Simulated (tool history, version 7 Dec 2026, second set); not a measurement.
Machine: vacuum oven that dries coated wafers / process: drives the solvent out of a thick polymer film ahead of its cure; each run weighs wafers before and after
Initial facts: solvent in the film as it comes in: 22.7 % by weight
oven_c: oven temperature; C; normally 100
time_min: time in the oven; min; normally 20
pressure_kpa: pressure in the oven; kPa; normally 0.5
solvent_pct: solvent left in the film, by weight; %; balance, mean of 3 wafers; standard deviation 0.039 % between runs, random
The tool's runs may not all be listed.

run,day,oven_c,time_min,pressure_kpa,solvent_pct
1,0,100,20,0.5,3.01
2,2.6,100,20,0.5,3.11
3,4.233,100,20,0.5,3.1
4,7.921,100,20,0.5,3.02
5,11.358,100,20,0.5,3.06
6,14.496,100,20,0.5,3.03
7,16.871,100,20,0.5,3.05
8,20.179,100,20,0.5,3.06
9,23.475,100,20,0.5,3.06
10,26.117,100,11,0.5,5.95
11,29.654,100,26,0.5,2.31
12,33.417,100,26,0.5,2.3
13,35.604,100,26,0.519,2.44
14,37.354,100,20,0.492,3
15,39.712,100,20,1.377,4.59
16,42.075,100,20,1.377,4.55
17,44.942,100,20,1.377,4.48
18,47.342,100,20,1.377,4.5
19,49.346,100,20,1.83,5.24
20,50.896,113,19,0.738,1.56
21,52.588,100,31,0.318,1.79
22,55.204,96,32,0.444,2.7
23,57.662,97,13,1.602,7.81
24,60.125,97,13,1.602,7.79
25,63.412,97,13,1.602,7.94
# day 65.175: vacuum gauge cleaned of residue and calibrated
26,67,102,20,0.936,2.4
27,69.879,107,20,0.395,0.86
28,72.65,88,23,0.655,5.78
29,74.35,100,13,1.836,5.98
30,77.029,100,13,1.836,6.04
31,78.775,100,13,1.836,5.93
32,81.688,100,13,1.836,5.87
# day 83.183: oven's thermocouples calibrated
33,83.983,105,23,0.5,1.55
34,85.583,104,25,0.377,1.3
35,88.075,104,25,0.377,1.31
36,89.729,105,25,1.97,3.81
37,91.738,105,25,1.97,3.8

Branching from run 37: 4 alternative next runs. What would each branch give?
A,95.317,106,25,1.97,?
B,95.317,103,26,0.5,?
C,95.317,111,15,1.493,?
D,95.317,104,20,0.451,?

run,solvent_pct
A,3.71
B,1.66
C,2.79
D,2.06
With no hidden state in the tool, these same runs would have given:
run,solvent_pct
A,3.54
B,1.48
C,2.66
D,1.89
